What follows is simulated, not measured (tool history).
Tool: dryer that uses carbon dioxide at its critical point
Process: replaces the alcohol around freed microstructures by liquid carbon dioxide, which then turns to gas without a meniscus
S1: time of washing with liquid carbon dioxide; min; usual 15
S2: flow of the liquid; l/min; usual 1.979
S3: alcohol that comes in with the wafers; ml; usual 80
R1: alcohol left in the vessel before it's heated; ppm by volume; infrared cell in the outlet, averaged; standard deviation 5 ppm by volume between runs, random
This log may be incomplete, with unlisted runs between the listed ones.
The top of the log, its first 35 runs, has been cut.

Run 36, day 39.133: usual settings but S1 14 min, S2 1.32 l/min, S3 65 ml. Result: R1 449 ppm by volume.
Run 37, day 40.312: usual settings but S1 14 min, S2 1.32 l/min, S3 65 ml. Result: R1 478 ppm by volume.
Run 38, day 41.912: usual settings but S2 2.6 l/min. Result: R1 63 ppm by volume.
Run 39, day 43.525: usual settings but S2 2.6 l/min. Result: R1 70 ppm by volume.
Run 40, day 44.558: usual settings but S1 11 min. Result: R1 358 ppm by volume.
Run 41, day 45.562: usual settings but S1 12 min, S2 1.63 l/min. Result: R1 557 ppm by volume.
Run 42, day 46.671: usual settings but S1 11 min, S2 1.62 l/min, S3 28 ml. Result: R1 309 ppm by volume.
Run 43, day 47.854: usual settings but S1 11 min, S2 1.62 l/min, S3 28 ml. Result: R1 324 ppm by volume.
Run 44, day 49.125: usual settings but S1 11 min, S2 1.64 l/min, S3 101 ml. Result: R1 956 ppm by volume.
Run 45, day 49.946: usual settings but S3 62 ml. Result: R1 130 ppm by volume.
Run 46, day 51.004: usual settings but S1 11 min, S2 2.2 l/min, S3 62 ml. Result: R1 247 ppm by volume.

4 options for the next run, each taken on its own from the tool as it stands now. Forecast them:
Run A, day 51.879: usual settings but S2 2.03 l/min, S3 25 ml. Result: R1 ?.
Run B, day 51.879: usual settings but S2 3.26 l/min, S3 25 ml. Result: R1 ?.
Run C, day 51.879: usual settings but S2 2.32 l/min, S3 21 ml. Result: R1 ?.
Run D, day 51.879: usual settings. Result: R1 ?.

run   R1
  A  102
  B   74
  C   88
  D  174
Take away the tool's hidden state, keep each run's random variation, and the runs would have read:
run  R1
  A  16
  B   2
  C   9
  D  53

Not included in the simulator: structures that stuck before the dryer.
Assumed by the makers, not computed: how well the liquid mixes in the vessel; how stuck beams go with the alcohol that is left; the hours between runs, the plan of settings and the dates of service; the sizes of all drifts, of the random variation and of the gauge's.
